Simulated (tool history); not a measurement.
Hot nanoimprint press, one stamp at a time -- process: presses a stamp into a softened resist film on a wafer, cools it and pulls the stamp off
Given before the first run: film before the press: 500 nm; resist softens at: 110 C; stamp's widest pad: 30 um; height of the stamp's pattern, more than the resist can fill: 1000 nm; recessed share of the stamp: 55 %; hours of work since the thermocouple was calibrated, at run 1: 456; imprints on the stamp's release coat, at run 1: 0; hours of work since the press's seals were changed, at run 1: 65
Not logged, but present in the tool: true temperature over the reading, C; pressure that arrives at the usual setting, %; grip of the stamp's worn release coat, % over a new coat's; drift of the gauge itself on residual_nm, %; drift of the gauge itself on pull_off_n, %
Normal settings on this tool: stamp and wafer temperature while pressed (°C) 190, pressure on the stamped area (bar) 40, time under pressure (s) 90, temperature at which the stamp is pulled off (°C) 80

run   hour  stamp and wafer temperature while pressed (°C)  pressure on the stamped area (bar)  time under pressure (s)  temperature at which the stamp is pulled off (°C)  hours of work since the thermocouple was calibrated  imprints on the stamp's release coat  hours of work since the press's seals were changed  resist left under the stamp's widest pad (angstrom)  greatest force while the stamp is pulled off (N)
  1      0                                             190                                  40                       90                                                 80                                                  456                                     0                                                  65                                                 2506                                               116
  2   17.7                                             190                                  40                       90                                                 80                                                  469                                    91                                                  78                                                 2541                                               131
  3   46.8                                             190                                  40                       48                                                 80                                                  491                                   240                                                 100                                                 3085                                               138
  4   66.4                                             190                                  40                       48                                                 80                                                  506                                   340                                                 115                                                 3101                                               132
  5   84.8                                             190                                  40                       48                                                 80                                                  520                                   434                                                 129                                                 3079                                               142
  6  107.1                                             190                                  40                       48                                                 80                                                  536                                   548                                                 146                                                 3110                                               141
  7  119.9                                             190                                  40                       48                                                 80                                                  546                                   614                                                 156                                                 3103                                               141
  8    151                                             190                                  40                       90                                                 80                                                  570                                   773                                                 179                                                 2558                                               148
     156.4  -- plate thermocouple calibrated
  9  178.2                                             190                                  40                       90                                                 80                                                   16                                   897                                                 197                                                 2699                                               154
 10  200.5                                             190                                  40                       90                                                 80                                                   33                                  1011                                                 214                                                 2722                                               163
     227.9  -- plate thermocouple calibrated, once more
 11    230                                             194                                  40                       90                                                 80                                                    2                                  1147                                                 234                                                 1944                                               157
 12  255.7                                             201                                  40                       90                                                 80                                                   21                                  1278                                                 253                                                 1400                                               162
 13  277.2                                             201                                  40                       90                                                 80                                                   37                                  1388                                                 270                                                 1404                                               168
 14  299.7                                             190                                  40                      119                                                 80                                                   54                                  1503                                                 287                                                 2134                                               171
 15  324.7                                             190                                  40                      119                                                 80                                                   73                                  1631                                                 305                                                 2121                                               173
 16  350.8                                             201                                  31                       64                                                 66                                                   93                                  1764                                                 325                                                 1860                                               246

The next listed run, before its measurement:
 17  382.1                                             190                                28.9                       90                                                 80                                                  116                                  1925                                                 349                                                    ?                                                 ?

Logged for run 17: resist left under the stamp's widest pad (angstrom) 2713, greatest force while the stamp is pulled off (N) 186.
With the hidden condition absent and the run-to-run variation left alone, this run would have shown resist left under the stamp's widest pad (angstrom) 2660, greatest force while the stamp is pulled off (N) 116.

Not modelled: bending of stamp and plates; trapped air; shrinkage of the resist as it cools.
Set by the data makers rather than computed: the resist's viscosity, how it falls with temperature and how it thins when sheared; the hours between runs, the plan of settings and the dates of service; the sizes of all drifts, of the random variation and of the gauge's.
